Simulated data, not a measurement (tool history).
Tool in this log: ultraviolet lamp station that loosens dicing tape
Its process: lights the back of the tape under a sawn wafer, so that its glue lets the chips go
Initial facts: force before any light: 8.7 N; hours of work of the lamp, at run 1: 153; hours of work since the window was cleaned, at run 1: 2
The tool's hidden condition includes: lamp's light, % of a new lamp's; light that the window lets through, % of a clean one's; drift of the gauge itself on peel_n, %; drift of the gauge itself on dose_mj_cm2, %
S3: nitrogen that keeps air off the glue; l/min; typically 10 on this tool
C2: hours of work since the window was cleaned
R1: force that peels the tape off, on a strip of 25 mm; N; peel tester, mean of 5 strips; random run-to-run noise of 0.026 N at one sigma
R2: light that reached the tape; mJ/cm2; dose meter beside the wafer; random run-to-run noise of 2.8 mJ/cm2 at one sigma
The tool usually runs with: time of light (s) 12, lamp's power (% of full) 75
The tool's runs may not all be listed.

Run 1, hour 0.0: usual settings; hours of work of the lamp 153; C2 2. Result: R1 1.250 N, R2 402 mJ/cm2.
Run 2, hour 51.8: usual settings but lamp's power (% of full) 62; hours of work of the lamp 179; C2 28. Result: R1 1.719 N, R2 329 mJ/cm2.
Run 3, hour 108.2: usual settings but lamp's power (% of full) 62; hours of work of the lamp 207; C2 56. Result: R1 1.694 N, R2 331 mJ/cm2.
Run 4, hour 163.0: usual settings but lamp's power (% of full) 62; hours of work of the lamp 235; C2 84. Result: R1 1.704 N, R2 325 mJ/cm2.
Run 5, hour 215.5: usual settings but lamp's power (% of full) 61; hours of work of the lamp 261; C2 111. Result: R1 1.794 N, R2 324 mJ/cm2.
Run 6, hour 259.3: usual settings but lamp's power (% of full) 61; hours of work of the lamp 283; C2 133. Result: R1 1.774 N, R2 324 mJ/cm2.
Run 7, hour 316.1: usual settings but lamp's power (% of full) 61, S3 4 l/min; hours of work of the lamp 312; C2 161. Result: R1 2.888 N, R2 324 mJ/cm2.
Run 8, hour 364.8: usual settings but lamp's power (% of full) 61, S3 4 l/min; hours of work of the lamp 337; C2 186. Result: R1 2.916 N, R2 319 mJ/cm2.
Run 9, hour 414.1: usual settings but lamp's power (% of full) 61, S3 4 l/min; hours of work of the lamp 362; C2 211. Result: R1 3.062 N, R2 326 mJ/cm2.
Run 10, hour 457.9: usual settings but lamp's power (% of full) 61, S3 4 l/min; hours of work of the lamp 384; C2 233. Result: R1 2.853 N, R2 320 mJ/cm2.
Run 11, hour 523.4: usual settings but lamp's power (% of full) 61, S3 4 l/min; hours of work of the lamp 417; C2 266. Result: R1 2.862 N, R2 320 mJ/cm2.
Run 12, hour 573.3: usual settings but S3 4 l/min; hours of work of the lamp 442; C2 291. Result: R1 2.296 N, R2 399 mJ/cm2.
Run 13, hour 633.9: usual settings but S3 3 l/min; hours of work of the lamp 472; C2 322. Result: R1 2.736 N, R2 396 mJ/cm2.
Run 14, hour 670.2: usual settings but S3 3 l/min; hours of work of the lamp 491; C2 340. Result: R1 2.632 N, R2 395 mJ/cm2.
Run 15, hour 702.9: usual settings but S3 3 l/min; hours of work of the lamp 507; C2 356. Result: R1 2.645 N, R2 396 mJ/cm2.
Run 16, hour 736.5: usual settings but S3 3 l/min; hours of work of the lamp 524; C2 373. Result: R1 2.568 N, R2 395 mJ/cm2.
Run 17, hour 800.0: usual settings but S3 3 l/min; hours of work of the lamp 556; C2 405. Result: R1 2.559 N, R2 398 mJ/cm2.
Run 18, hour 828.0: usual settings; hours of work of the lamp 570; C2 419. Result: R1 1.295 N, R2 401 mJ/cm2.
Run 19, hour 877.1: usual settings; hours of work of the lamp 595; C2 444. Result: R1 1.279 N, R2 402 mJ/cm2.
Run 20, hour 943.0: usual settings; hours of work of the lamp 628; C2 477. Result: R1 1.299 N, R2 400 mJ/cm2.
At hour 994.7: window cleaned of glue's vapour.
Run 21, hour 1006.1: usual settings; hours of work of the lamp 660; C2 6. Result: R1 1.249 N, R2 400 mJ/cm2.
Run 22, hour 1069.2: usual settings but time of light (s) 10; hours of work of the lamp 692; C2 38. Result: R1 1.725 N, R2 328 mJ/cm2.
Run 23, hour 1132.8: usual settings but time of light (s) 11, lamp's power (% of full) 76, S3 18 l/min; hours of work of the lamp 724; C2 70. Result: R1 0.980 N, R2 366 mJ/cm2.
Run 24, hour 1170.1: usual settings but time of light (s) 11, lamp's power (% of full) 76, S3 18 l/min; hours of work of the lamp 742; C2 88. Result: R1 0.965 N, R2 370 mJ/cm2.
Run 25, hour 1218.8: usual settings but time of light (s) 16, lamp's power (% of full) 97; hours of work of the lamp 767; C2 113. Result: R1 0.458 N, R2 685 mJ/cm2.
Run 26, hour 1273.4: usual settings but time of light (s) 16, lamp's power (% of full) 97; hours of work of the lamp 795; C2 141. Result: R1 0.477 N, R2 685 mJ/cm2.
Run 27, hour 1333.5: usual settings but time of light (s) 16, lamp's power (% of full) 97; hours of work of the lamp 825; C2 171. Result: R1 0.472 N, R2 692 mJ/cm2.
Run 28, hour 1378.0: usual settings but time of light (s) 11, S3 9 l/min; hours of work of the lamp 847; C2 193. Result: R1 1.621 N, R2 362 mJ/cm2.
Run 29, hour 1407.4: usual settings but time of light (s) 11, S3 9 l/min; hours of work of the lamp 862; C2 208. Result: R1 1.584 N, R2 366 mJ/cm2.
Run 30, hour 1471.4: usual settings but time of light (s) 11, S3 9 l/min; hours of work of the lamp 894; C2 240. Result: R1 1.564 N, R2 363 mJ/cm2.
Run 31, hour 1507.4: usual settings but time of light (s) 11, S3 9 l/min; hours of work of the lamp 913; C2 259. Result: R1 1.540 N, R2 362 mJ/cm2.
Run 32, hour 1566.2: usual settings but lamp's power (% of full) 91, S3 18 l/min; hours of work of the lamp 942; C2 288. Result: R1 0.599 N, R2 484 mJ/cm2.
Run 33, hour 1598.7: usual settings but S3 7 l/min; hours of work of the lamp 959; C2 305. Result: R1 1.604 N, R2 392 mJ/cm2.
Run 34, hour 1649.0: usual settings but S3 7 l/min; hours of work of the lamp 984; C2 330. Result: R1 1.647 N, R2 400 mJ/cm2.
Run 35, hour 1683.8: usual settings but time of light (s) 17, S3 13 l/min; hours of work of the lamp 1002; C2 347. Result: R1 0.570 N, R2 567 mJ/cm2.
Run 36, hour 1735.4: usual settings but lamp's power (% of full) 96, S3 13 l/min; hours of work of the lamp 1028; C2 374. Result: R1 0.675 N, R2 509 mJ/cm2.
Run 37, hour 1802.7: usual settings but lamp's power (% of full) 96, S3 13 l/min; hours of work of the lamp 1061; C2 407. Result: R1 0.677 N, R2 509 mJ/cm2.
Run 38, hour 1833.1: usual settings but time of light (s) 6; hours of work of the lamp 1077; C2 423. Result: R1 3.138 N, R2 198 mJ/cm2.
Run 39, hour 1901.3: usual settings but time of light (s) 6, S3 3 l/min; hours of work of the lamp 1111; C2 457. Result: R1 4.684 N, R2 200 mJ/cm2.
Run 40, hour 1945.3: usual settings but time of light (s) 14; hours of work of the lamp 1133; C2 479. Result: R1 0.973 N, R2 463 mJ/cm2.
At hour 1990.5: window cleaned of glue's vapour.
Run 41, hour 2014.4: usual settings but time of light (s) 7, lamp's power (% of full) 83, S3 8 l/min; hours of work of the lamp 1168; C2 12. Result: R1 2.729 N, R2 256 mJ/cm2.
Run 42, hour 2082.2: usual settings but S3 3 l/min; hours of work of the lamp 1202; C2 46. Result: R1 2.644 N, R2 397 mJ/cm2.

Alternative continuations, all from the tool just after run 42; predict every row:
Run A, hour 2117.7: usual settings but time of light (s) 14, lamp's power (% of full) 72, S3 12 l/min; hours of work of the lamp 1220; C2 64. Result: R1 ?, R2 ?.
Run B, hour 2117.7: usual settings but lamp's power (% of full) 92, S3 3 l/min; hours of work of the lamp 1220; C2 64. Result: R1 ?, R2 ?.
Run C, hour 2117.7: usual settings but time of light (s) 17, lamp's power (% of full) 80, S3 5 l/min; hours of work of the lamp 1220; C2 64. Result: R1 ?, R2 ?.

run     R1   R2
  A  0.899  447
  B  2.120  485
  C  1.031  605
Take away the tool's hidden state, keep each run's random variation, and the runs would have read:
run     R1   R2
  A  0.896  447
  B  2.115  486
  C  1.028  606

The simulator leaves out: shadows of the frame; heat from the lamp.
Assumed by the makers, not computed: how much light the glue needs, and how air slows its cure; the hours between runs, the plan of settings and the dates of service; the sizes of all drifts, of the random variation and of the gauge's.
